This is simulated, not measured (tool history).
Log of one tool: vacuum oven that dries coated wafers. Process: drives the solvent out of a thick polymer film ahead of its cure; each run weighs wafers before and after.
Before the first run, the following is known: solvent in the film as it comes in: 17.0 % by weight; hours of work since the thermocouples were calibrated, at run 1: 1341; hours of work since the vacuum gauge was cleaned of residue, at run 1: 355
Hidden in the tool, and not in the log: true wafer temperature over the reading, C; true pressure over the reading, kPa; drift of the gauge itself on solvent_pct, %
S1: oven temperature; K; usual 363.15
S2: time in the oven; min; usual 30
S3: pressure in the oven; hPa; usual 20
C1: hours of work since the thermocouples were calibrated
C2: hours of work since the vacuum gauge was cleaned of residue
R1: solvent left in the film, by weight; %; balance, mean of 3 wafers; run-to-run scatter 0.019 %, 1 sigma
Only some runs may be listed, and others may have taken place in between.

| run | day | S1 | S2 | S3 | C1 | C2 | R1 |
|---|---|---|---|---|---|---|---|
| 1 | 0 | 363.15 | 30 | 20 | 1341 | 355 | 2.54 |
| 2 | 2.462 | 363.15 | 33 | 20 | 1388 | 402 | 2.16 |
| 3 | 6.808 | 363.15 | 33 | 20 | 1471 | 485 | 2.13 |
|  | 8.729 | oven's thermocouples calibrated |
| 4 | 9.233 | 363.15 | 30 | 20 | 10 | 529 | 2.14 |
| 5 | 13.733 | 363.15 | 45 | 20 | 95 | 615 | 1.11 |
| 6 | 17.038 | 363.15 | 45 | 20 | 158 | 678 | 1.08 |
| 7 | 20.642 | 363.15 | 45 | 20 | 227 | 747 | 1.12 |
| 8 | 23.521 | 350.15 | 30 | 20 | 282 | 802 | 5 |
| 9 | 28.012 | 363.15 | 30 | 10.2 | 368 | 887 | 1.87 |
|  | 29.042 | oven's thermocouples calibrated, once more |
| 10 | 32.583 | 363.15 | 30 | 10.2 | 68 | 973 | 2.63 |
| 11 | 34.971 | 363.15 | 30 | 10.2 | 113 | 1019 | 2.63 |
| 12 | 36.954 | 363.15 | 30 | 10.2 | 151 | 1056 | 2.6 |
| 13 | 40.738 | 375.15 | 30 | 20 | 223 | 1129 | 1.02 |
| 14 | 43.45 | 375.15 | 30 | 20 | 275 | 1180 | 1.03 |
| 15 | 45.554 | 375.15 | 30 | 20 | 315 | 1220 | 1.02 |
| 16 | 49.621 | 363.15 | 30 | 20 | 393 | 1298 | 2.81 |
| 17 | 53.167 | 363.15 | 30 | 20 | 460 | 1366 | 2.81 |
| 18 | 55.725 | 364.15 | 30 | 20 | 509 | 1414 | 2.56 |
| 19 | 58.133 | 364.15 | 30 | 20 | 555 | 1460 | 2.58 |
| 20 | 62.429 | 364.15 | 30 | 20 | 637 | 1542 | 2.56 |
| 21 | 65.946 | 364.15 | 30 | 20 | 704 | 1609 | 2.55 |
| 22 | 68.679 | 363.15 | 30 | 24.2 | 756 | 1662 | 2.83 |
| 23 | 71.038 | 363.15 | 30 | 24.2 | 801 | 1707 | 2.79 |
| 24 | 74.725 | 363.15 | 30 | 24.2 | 871 | 1777 | 2.79 |
| 25 | 79.054 | 363.15 | 35 | 24.2 | 954 | 1860 | 2.22 |
| 26 | 83.525 | 363.15 | 33 | 18.5 | 1039 | 1945 | 2.25 |
| 27 | 85.546 | 363.15 | 44 | 48.7 | 1078 | 1983 | 2.3 |
| 28 | 89.154 | 363.15 | 44 | 48.7 | 1147 | 2052 | 2.32 |
| 29 | 93.183 | 354.15 | 30 | 39.8 | 1224 | 2129 | 5.29 |
| 30 | 96.946 | 373.15 | 30 | 30 | 1295 | 2201 | 1.3 |
| 31 | 99.658 | 368.15 | 29 | 66.3 | 1347 | 2253 | 2.9 |
| 32 | 104.204 | 368.15 | 29 | 66.3 | 1434 | 2339 | 2.87 |
| 33 | 107.412 | 368.15 | 29 | 57.5 | 1495 | 2400 | 2.66 |
|  | 107.858 | oven's thermocouples calibrated |
| 34 | 110.712 | 368.15 | 29 | 57.5 | 54 | 2462 | 3.03 |
|  | 112.142 | vacuum gauge cleaned of residue and calibrated |
| 35 | 113.192 | 368.15 | 29 | 57.5 | 101 | 20 | 2.94 |
| 36 | 117.346 | 368.15 | 29 | 57.5 | 180 | 99 | 2.9 |
| 37 | 119.829 | 365.15 | 29 | 57.5 | 227 | 147 | 3.51 |
| 38 | 122.925 | 365.15 | 29 | 57.5 | 286 | 206 | 3.47 |
| 39 | 125.938 | 359.15 | 43 | 57.5 | 344 | 263 | 3.51 |
| 40 | 129.633 | 359.15 | 43 | 57.5 | 414 | 334 | 3.51 |
| 41 | 132.621 | 359.15 | 43 | 57.5 | 471 | 391 | 3.49 |
| 42 | 136.375 | 359.15 | 43 | 57.5 | 543 | 462 | 3.5 |
| 43 | 140.396 | 366.15 | 30 | 22.7 | 620 | 539 | 2.23 |
| 44 | 143.292 | 366.15 | 30 | 22.7 | 675 | 594 | 2.19 |
| 45 | 147.179 | 369.15 | 30 | 24.7 | 749 | 668 | 1.74 |
| 46 | 150.521 | 361.15 | 40 | 59.1 | 813 | 732 | 3.24 |
| 47 | 153.2 | 361.15 | 40 | 59.1 | 864 | 783 | 3.22 |

Each row is a separate what-if for the run after 47, all from the same tool condition, not one after another. Results?
| A | 155.717 | 363.15 | 28 | 20 | 912 | 831 | ? |
| B | 155.717 | 363.15 | 37 | 59.1 | 912 | 831 | ? |
| C | 155.717 | 361.15 | 40 | 22.2 | 912 | 831 | ? |
| D | 155.717 | 373.15 | 21 | 20 | 912 | 831 | ? |

| run | R1 |
|---|---|
| A | 2.89 |
| B | 3.03 |
| C | 2.08 |
| D | 2.08 |
Take away the tool's hidden state, keep each run's random variation, and the runs would have read:
| run | R1 |
|---|---|
| A | 3.15 |
| B | 3.27 |
| C | 2.29 |
| D | 2.3 |
